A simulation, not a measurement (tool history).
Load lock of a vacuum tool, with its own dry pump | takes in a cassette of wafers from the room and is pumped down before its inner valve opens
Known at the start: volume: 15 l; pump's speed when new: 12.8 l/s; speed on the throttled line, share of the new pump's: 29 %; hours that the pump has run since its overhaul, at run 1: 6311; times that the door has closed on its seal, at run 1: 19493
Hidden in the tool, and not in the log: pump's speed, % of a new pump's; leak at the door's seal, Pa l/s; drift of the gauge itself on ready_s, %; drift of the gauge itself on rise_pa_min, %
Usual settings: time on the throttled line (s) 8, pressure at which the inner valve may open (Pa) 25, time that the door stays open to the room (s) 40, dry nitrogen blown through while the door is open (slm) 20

run    hour  time on the throttled line (s)  pressure at which the inner valve may open (Pa)  time that the door stays open to the room (s)  dry nitrogen blown through while the door is open (slm)  hours that the pump has run since its overhaul  times that the door has closed on its seal  incoming humidity of the room's air, %  time from the closed door until the inner valve may open (s)  rise of the pressure with all valves shut (Pa/min)
  1     0.0                               8                                               25                                             40                                                       20                                            6311                                       19493                                    48.1                                                          16.7                                               0.099
  2   283.5                               8                                               25                                             40                                                       20                                            6594                                       20599                                    44.8                                                          16.0                                               0.107
  3   517.6                               8                                               25                                             40                                                       20                                            6828                                       21511                                    46.0                                                          16.1                                               0.115
  4   716.1                               8                                               25                                             40                                                       20                                            7027                                       22285                                    44.8                                                          16.2                                               0.118
  5  1082.9                               8                                               25                                             40                                                       20                                            7394                                       23715                                    43.5                                                          16.4                                               0.125
  6  1424.0                               8                                               25                                             40                                                       20                                            7735                                       25045                                    42.8                                                          16.4                                               0.142
  7  1868.0                               4                                               25                                             40                                                       20                                            8179                                       26777                                    44.5                                                          14.1                                               0.151
  8  2218.8                               4                                               25                                             40                                                       20                                            8530                                       28145                                    44.2                                                          14.1                                               0.163
  9  2435.1                               8                                               25                                             40                                                       20                                            8746                                       28988                                    45.8                                                          17.0                                               0.178
 10  2776.9                               8                                               25                                             40                                                       20                                            9088                                       30321                                    45.8                                                          17.0                                               0.189
 11  3124.0                               8                                               25                                             30                                                        4                                            9435                                       31674                                    46.6                                                          16.9                                               0.216
 12  3504.6                              13                                               25                                             40                                                       31                                            9815                                       33158                                    43.8                                                          20.1                                               0.215
 13  3790.1                               5                                               23                                             40                                                        8                                           10101                                       34271                                    42.7                                                          15.4                                               0.234
 14  4264.1                               6                                               21                                             40                                                       35                                           10575                                       36120                                    45.4                                                          15.9                                               0.232
 15  4608.5                               6                                               21                                             40                                                       35                                           10919                                       37463                                    44.2                                                          16.2                                               0.252
 16  5065.3                               6                                               21                                             40                                                       35                                           11376                                       39244                                    43.9                                                          16.4                                               0.266
 17  5301.6                               8                                               50                                             40                                                       20                                           11612                                       40165                                    45.7                                                          16.1                                               0.294
 18  5566.3                               8                                               50                                             40                                                       20                                           11877                                       41197                                    45.0                                                          16.5                                               0.306
 19  6021.0                               8                                               44                                            118                                                       20                                           12332                                       42970                                    42.6                                                          16.4                                               0.326
 20  6343.3                               5                                               44                                            118                                                       20                                           12654                                       44227                                    48.3                                                          14.5                                               0.349

The same runs without the tool's hidden state, with the same run-to-run variation:
run  time from the closed door until the inner valve may open (s)  rise of the pressure with all valves shut (Pa/min)
  1                                                          15.8                                               0.026
  2                                                          15.0                                               0.024
  3                                                          15.2                                               0.027
  4                                                          15.2                                               0.024
  5                                                          15.4                                               0.020
  6                                                          15.3                                               0.026
  7                                                          12.7                                               0.019
  8                                                          12.7                                               0.023
  9                                                          15.7                                               0.027
 10                                                          15.7                                               0.024
 11                                                          15.5                                               0.043
 12                                                          18.9                                               0.021
 13                                                          13.7                                               0.035
 14                                                          14.1                                               0.016
 15                                                          14.4                                               0.023
 16                                                          14.5                                               0.013
 17                                                          14.5                                               0.026
 18                                                          14.8                                               0.027
 19                                                          14.6                                               0.029
 20                                                          12.5                                               0.030
